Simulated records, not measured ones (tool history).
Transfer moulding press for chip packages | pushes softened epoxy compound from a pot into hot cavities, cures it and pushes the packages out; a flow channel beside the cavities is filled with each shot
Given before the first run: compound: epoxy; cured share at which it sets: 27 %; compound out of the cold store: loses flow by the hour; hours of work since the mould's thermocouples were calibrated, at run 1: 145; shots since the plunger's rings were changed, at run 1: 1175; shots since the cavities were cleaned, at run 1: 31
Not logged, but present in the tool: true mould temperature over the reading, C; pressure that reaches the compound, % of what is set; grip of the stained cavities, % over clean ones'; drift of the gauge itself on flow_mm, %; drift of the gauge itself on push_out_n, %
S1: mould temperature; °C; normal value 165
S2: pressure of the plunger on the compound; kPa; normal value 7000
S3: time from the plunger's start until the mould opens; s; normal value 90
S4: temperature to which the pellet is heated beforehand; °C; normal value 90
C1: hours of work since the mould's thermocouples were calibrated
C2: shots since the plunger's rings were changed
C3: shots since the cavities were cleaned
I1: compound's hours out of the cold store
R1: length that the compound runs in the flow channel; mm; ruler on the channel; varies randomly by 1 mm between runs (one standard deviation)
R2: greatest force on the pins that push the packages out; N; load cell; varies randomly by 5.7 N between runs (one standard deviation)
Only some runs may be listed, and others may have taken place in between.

run 1 hour=0.0 | S1=165 S2=7000 S3=90 S4=90 | C1=145 C2=1175 C3=31 | I1=19.8 | R1=653 R2=207
run 2 hour=25.5 | S1=165 S2=7000 S3=90 S4=90 | C1=164 C2=1583 C3=439 | I1=10.0 | R1=702 R2=202
-- hour=47.6 cavities cleaned with cleaning compound and waxed
run 3 hour=49.9 | S1=165 S2=7000 S3=90 S4=90 | C1=181 C2=1951 C3=37 | I1=27.1 | R1=616 R2=187
run 4 hour=76.4 | S1=165 S2=7000 S3=130 S4=90 | C1=201 C2=2375 C3=461 | I1=47.8 | R1=530 R2=163
-- hour=98.5 cavities cleaned with cleaning compound and waxed
run 5 hour=106.2 | S1=165 S2=7000 S3=130 S4=93 | C1=222 C2=2828 C3=124 | I1=28.0 | R1=612 R2=163
-- hour=122.2 plunger's sealing rings changed
run 6 hour=130.1 | S1=165 S2=7000 S3=130 S4=93 | C1=238 C2=126 C3=465 | I1=42.9 | R1=547 R2=159
run 7 hour=141.7 | S1=165 S2=7000 S3=90 S4=90 | C1=247 C2=313 C3=652 | I1=46.2 | R1=537 R2=183
-- hour=150.8 cavities cleaned with cleaning compound and waxed
run 8 hour=157.7 | S1=165 S2=7000 S3=90 S4=90 | C1=258 C2=544 C3=109 | I1=15.8 | R1=672 R2=197
run 9 hour=176.7 | S1=165 S2=7000 S3=90 S4=96 | C1=272 C2=849 C3=414 | I1=17.5 | R1=662 R2=197
run 10 hour=195.0 | S1=165 S2=7000 S3=90 S4=96 | C1=286 C2=1143 C3=708 | I1=39.7 | R1=561 R2=191
-- hour=200.9 cavities cleaned with cleaning compound and waxed
run 11 hour=221.3 | S1=165 S2=7000 S3=90 S4=96 | C1=305 C2=1539 C3=327 | I1=20.8 | R1=648 R2=187
run 12 hour=242.2 | S1=165 S2=7000 S3=90 S4=96 | C1=320 C2=1873 C3=661 | I1=14.5 | R1=678 R2=205
-- hour=251.5 cavities cleaned with cleaning compound and waxed
run 13 hour=266.1 | S1=165 S2=7000 S3=90 S4=96 | C1=337 C2=2232 C3=233 | I1=37.2 | R1=573 R2=170
run 14 hour=292.7 | S1=165 S2=7000 S3=90 S4=90 | C1=357 C2=2659 C3=660 | I1=39.5 | R1=564 R2=190
-- hour=301.9 cavities cleaned with cleaning compound and waxed
run 15 hour=307.5 | S1=165 S2=7000 S3=90 S4=90 | C1=367 C2=2872 C3=91 | I1=34.7 | R1=584 R2=191
-- hour=320.1 plunger's sealing rings changed
run 16 hour=337.2 | S1=164 S2=5910 S3=90 S4=86 | C1=388 C2=274 C3=526 | I1=31.1 | R1=553 R2=206
-- hour=354.9 cavities cleaned with cleaning compound and waxed
run 17 hour=365.7 | S1=165 S2=5890 S3=90 S4=83 | C1=408 C2=706 C3=173 | I1=30.8 | R1=552 R2=210
run 18 hour=386.2 | S1=165 S2=5890 S3=101 S4=83 | C1=423 C2=1034 C3=501 | I1=8.9 | R1=649 R2=180
-- hour=405.0 cavities cleaned with cleaning compound and waxed
run 19 hour=408.8 | S1=165 S2=5890 S3=101 S4=83 | C1=439 C2=1371 C3=60 | I1=30.8 | R1=551 R2=179
run 20 hour=427.6 | S1=165 S2=5890 S3=110 S4=91 | C1=453 C2=1672 C3=361 | I1=29.6 | R1=557 R2=165
run 21 hour=445.3 | S1=165 S2=5890 S3=110 S4=91 | C1=467 C2=1957 C3=646 | I1=41.8 | R1=507 R2=162
-- hour=454.8 cavities cleaned with cleaning compound and waxed
run 22 hour=458.7 | S1=166 S2=5890 S3=110 S4=81 | C1=476 C2=2147 C3=63 | I1=47.7 | R1=486 R2=164
run 23 hour=485.7 | S1=166 S2=7380 S3=106 S4=90 | C1=496 C2=2578 C3=494 | I1=13.9 | R1=700 R2=166
run 24 hour=502.1 | S1=166 S2=7380 S3=106 S4=90 | C1=508 C2=2841 C3=757 | I1=10.4 | R1=717 R2=164
-- hour=504.7 cavities cleaned with cleaning compound and waxed
-- hour=519.3 plunger's sealing rings changed
run 25 hour=524.0 | S1=171 S2=5770 S3=88 S4=94 | C1=522 C2=75 C3=267 | I1=20.7 | R1=581 R2=164
run 26 hour=547.6 | S1=171 S2=6510 S3=88 S4=94 | C1=539 C2=454 C3=646 | I1=41.2 | R1=531 R2=170
-- hour=556.9 cavities cleaned with cleaning compound and waxed
run 27 hour=575.8 | S1=168 S2=5290 S3=96 S4=90 | C1=559 C2=882 C3=303 | I1=25.9 | R1=539 R2=168

Branching from run 27: 3 alternative next runs. What would each branch give?
run A hour=588.2 | S1=165 S2=5290 S3=96 S4=92 | C1=569 C2=1080 C3=501 | I1=18.0 | R1=? R2=?
run B hour=588.2 | S1=163 S2=8500 S3=96 S4=100 | C1=569 C2=1080 C3=501 | I1=35.3 | R1=? R2=?
run C hour=588.2 | S1=160 S2=5320 S3=96 S4=90 | C1=569 C2=1080 C3=501 | I1=33.2 | R1=? R2=?

run=A R1=572 R2=184
run=B R1=641 R2=183
run=C R1=518 R2=222
Had the tool no hidden state, the same runs would have come out as:
run=A R1=572 R2=181
run=B R1=641 R2=180
run=C R1=518 R2=218
